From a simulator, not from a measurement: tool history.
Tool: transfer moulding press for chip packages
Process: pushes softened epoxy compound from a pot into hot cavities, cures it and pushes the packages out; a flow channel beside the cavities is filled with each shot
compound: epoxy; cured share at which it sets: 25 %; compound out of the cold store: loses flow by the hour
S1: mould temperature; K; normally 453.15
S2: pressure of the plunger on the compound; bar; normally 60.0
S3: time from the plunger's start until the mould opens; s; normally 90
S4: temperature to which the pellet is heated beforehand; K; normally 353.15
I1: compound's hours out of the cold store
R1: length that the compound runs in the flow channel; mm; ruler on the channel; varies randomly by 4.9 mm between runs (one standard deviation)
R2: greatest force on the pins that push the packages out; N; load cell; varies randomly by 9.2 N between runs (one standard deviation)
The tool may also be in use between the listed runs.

run   hour      S1    S2   S3      S4    I1   R1   R2
  1    0.0  453.15  60.0   90  353.15  17.4  840  425
      20.2  -- plunger's sealing rings changed
      21.7  -- cavities cleaned with cleaning compound and waxed
  2   34.7  453.15  60.0   90  353.15  19.5  830  425
      57.3  -- cavities cleaned with cleaning compound and waxed
  3   68.4  453.15  60.0   90  353.15  18.4  834  419
      95.3  -- cavities cleaned with cleaning compound and waxed
  4  120.0  453.15  62.0   90  353.15  17.8  863  416
     132.5  -- cavities cleaned with cleaning compound and waxed
     169.3  -- cavities cleaned with cleaning compound and waxed
  5  169.3  454.15  60.0   90  353.15  27.9  805  410
  6  200.9  453.15  60.0   90  353.15  14.3  850  423
     208.9  -- cavities cleaned with cleaning compound and waxed
     250.4  -- cavities cleaned with cleaning compound and waxed
  7  256.5  453.15  60.0   90  353.15  23.6  818  408
     277.4  -- plunger's sealing rings changed
     288.9  -- cavities cleaned with cleaning compound and waxed
     327.3  -- cavities cleaned with cleaning compound and waxed
  8  330.0  453.15  60.0   90  353.15  18.9  834  446
     365.6  -- cavities cleaned with cleaning compound and waxed
  9  368.4  453.15  60.0   90  353.15  12.7  863  432
     404.8  -- cavities cleaned with cleaning compound and waxed
 10  420.0  453.15  60.0   90  353.15  28.3  801  426
     431.0  -- mould's thermocouples calibrated
     443.2  -- cavities cleaned with cleaning compound and waxed
 11  456.9  453.15  60.0   90  353.15  22.8  833  433
     481.8  -- cavities cleaned with cleaning compound and waxed
     518.3  -- cavities cleaned with cleaning compound and waxed
 12  521.2  453.15  60.0   90  353.15  37.2  776  410
     534.8  -- plunger's sealing rings changed
     559.1  -- cavities cleaned with cleaning compound and waxed
 13  562.4  451.15  46.8  129  353.15  35.9  692  330
     595.0  -- cavities cleaned with cleaning compound and waxed
 14  595.0  451.15  46.8  129  353.15  31.4  719  334

Estimate the outcome of run 15 from the log above:
     631.7  -- cavities cleaned with cleaning compound and waxed
 15  634.1  451.15  55.0  126  353.15  11.4   ?   ?

{"run 15": {"R1": 848, "R2": 345}}
With no hidden state in the tool, this same run would have given R1 848 mm, R2 345 N.

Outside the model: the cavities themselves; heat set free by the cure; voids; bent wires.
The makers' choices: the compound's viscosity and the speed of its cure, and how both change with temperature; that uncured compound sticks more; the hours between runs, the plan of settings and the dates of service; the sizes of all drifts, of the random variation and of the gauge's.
